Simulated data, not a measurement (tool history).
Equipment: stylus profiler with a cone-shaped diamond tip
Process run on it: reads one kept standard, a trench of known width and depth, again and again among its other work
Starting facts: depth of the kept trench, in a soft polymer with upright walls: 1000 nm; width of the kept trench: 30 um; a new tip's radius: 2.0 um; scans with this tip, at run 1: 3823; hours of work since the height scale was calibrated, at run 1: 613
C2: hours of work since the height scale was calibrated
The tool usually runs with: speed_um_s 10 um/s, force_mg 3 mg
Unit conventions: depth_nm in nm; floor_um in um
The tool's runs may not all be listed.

Run 1, hour 0: usual settings; scans with this tip 3823; C2 613. Result: depth_nm 1009.86 nm, floor_um 26.43 um.
Run 2, hour 120.4: usual settings; scans with this tip 4242; C2 680. Result: depth_nm 1009.69 nm, floor_um 26.43 um.
Run 3, hour 218.4: usual settings; scans with this tip 4583; C2 734. Result: depth_nm 1009.73 nm, floor_um 26.43 um.
Run 4, hour 290: usual settings but force_mg 1.33 mg; scans with this tip 4832; C2 774. Result: depth_nm 1005.64 nm, floor_um 26.47 um.
Run 5, hour 360.5: usual settings but force_mg 1.33 mg; scans with this tip 5077; C2 814. Result: depth_nm 1005.83 nm, floor_um 26.44 um.
Run 6, hour 499.3: usual settings but force_mg 1.33 mg; scans with this tip 5560; C2 891. Result: depth_nm 1005.09 nm, floor_um 26.47 um.
Run 7, hour 604.9: usual settings but speed_um_s 3 um/s, force_mg 1.33 mg; scans with this tip 5927; C2 950. Result: depth_nm 1005.47 nm, floor_um 26.52 um.
Run 8, hour 735.8: usual settings; scans with this tip 6383; C2 1023. Result: depth_nm 1009.63 nm, floor_um 26.51 um.
Run 9, hour 864.8: usual settings; scans with this tip 6831; C2 1095. Result: depth_nm 1010.13 nm, floor_um 26.46 um.
Run 10, hour 924.2: usual settings; scans with this tip 7038; C2 1128. Result: depth_nm 1009.72 nm, floor_um 26.42 um.
Run 11, hour 986.2: usual settings; scans with this tip 7253; C2 1162. Result: depth_nm 1010.01 nm, floor_um 26.51 um.
Run 12, hour 1114.5: usual settings; scans with this tip 7700; C2 1234. Result: depth_nm 1009.79 nm, floor_um 26.46 um.
Run 13, hour 1217.1: usual settings; scans with this tip 8057; C2 1291. Result: depth_nm 1009.81 nm, floor_um 26.5 um.
Run 14, hour 1281.3: usual settings but speed_um_s 33 um/s, force_mg 1.31 mg; scans with this tip 8280; C2 1327. Result: depth_nm 1005.22 nm, floor_um 26.17 um.
Run 15, hour 1406: usual settings but speed_um_s 33 um/s, force_mg 1.31 mg; scans with this tip 8714; C2 1396. Result: depth_nm 1005.67 nm, floor_um 26.24 um.
Run 16, hour 1493.9: usual settings but speed_um_s 33 um/s, force_mg 1.31 mg; scans with this tip 9019; C2 1445. Result: depth_nm 1005.62 nm, floor_um 26.25 um.
Run 17, hour 1619.3: usual settings but speed_um_s 15 um/s, force_mg 2.52 mg; scans with this tip 9456; C2 1515. Result: depth_nm 1008.6 nm, floor_um 26.44 um.

Expected results for the next run?
Run 18, hour 1711.4: usual settings but speed_um_s 7 um/s, force_mg 2.96 mg; scans with this tip 9776; C2 1566. Result: depth_nm ?, floor_um ?.

depth_nm: 1009.92 nm
floor_um: 26.46 um
Minus the tool's unlogged condition, the same run would have read depth_nm 1010.01 nm, floor_um 26.47 um.

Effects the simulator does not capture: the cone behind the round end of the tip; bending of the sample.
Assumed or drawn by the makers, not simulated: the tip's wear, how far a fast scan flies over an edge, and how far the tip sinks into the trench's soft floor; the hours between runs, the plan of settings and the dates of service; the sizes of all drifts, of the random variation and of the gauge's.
